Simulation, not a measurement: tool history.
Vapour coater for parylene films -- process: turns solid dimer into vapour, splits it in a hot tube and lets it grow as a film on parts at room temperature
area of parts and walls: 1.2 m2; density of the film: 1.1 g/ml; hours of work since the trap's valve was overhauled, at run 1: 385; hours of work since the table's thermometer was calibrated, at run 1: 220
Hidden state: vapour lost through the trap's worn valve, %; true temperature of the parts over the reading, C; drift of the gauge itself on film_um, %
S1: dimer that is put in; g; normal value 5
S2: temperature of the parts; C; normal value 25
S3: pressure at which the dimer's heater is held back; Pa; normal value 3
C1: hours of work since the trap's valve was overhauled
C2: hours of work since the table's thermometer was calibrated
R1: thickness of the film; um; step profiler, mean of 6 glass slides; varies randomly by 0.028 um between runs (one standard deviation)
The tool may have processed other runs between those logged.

run	hour	S1	S2	S3	C1	C2	R1
1	0	5	25	3	385	220	2.86
2	12.7	5	25	3	395	230	2.87
3	22.7	5	25	3	402	238	2.85
4	32	5	25	3	409	244	2.83
5	48.2	5	25	3	421	257	2.84
# hour 60.9: trap's valve overhauled
6	65.2	5	25	3	3	266	3.23
7	80.5	5	25	3	15	278	3.25
8	88.8	5	25	3	21	284	3.17
9	97.6	5	25	3	28	291	3.24
10	110.4	5	25	3	37	300	3.26
11	117.8	5	25	3	43	306	3.23
12	135.7	5	25	3	56	319	3.19
13	144.2	5	25	3	62	326	3.15
14	160.5	5	25	3.51	75	338	3.02
15	171.8	5	25	8.71	83	346	2.47
16	188.8	5	25	8.71	96	359	2.42
17	197.5	5	25	8.71	103	366	2.43
# hour 199.7: table's thermometer calibrated
18	214.8	2	25	7	115	11	1.01
19	223.7	2	25	7	121	18	0.99
20	234.5	3	27	9.73	130	26	1.33
# hour 248.9: table's thermometer calibrated, once more
21	250	3	27	9.73	140	1	1.33
22	265.9	5	34	9.45	152	13	1.74
23	278.4	4	25	3.23	162	22	2.42
24	285.8	6	20	4.27	167	28	4.01
25	303.8	6	23	3.56	181	41	3.75
26	320.7	8	17	3.56	194	54	5.56

5 options for the next run, each taken on its own from the tool as it stands now. Forecast them:
A	337.9	2	17	5.84	206	67	?
B	337.9	6	19	3.98	206	67	?
C	337.9	8	17	10.18	206	67	?
D	337.9	8	36	9.66	206	67	?
E	337.9	4	37	11.64	206	67	?

run	R1
A	1.33
B	4.13
C	4.56
D	2.57
E	1.2
Had the tool no hidden state, the same runs would have come out as:
run	R1
A	1.44
B	4.45
C	4.91
D	2.76
E	1.29
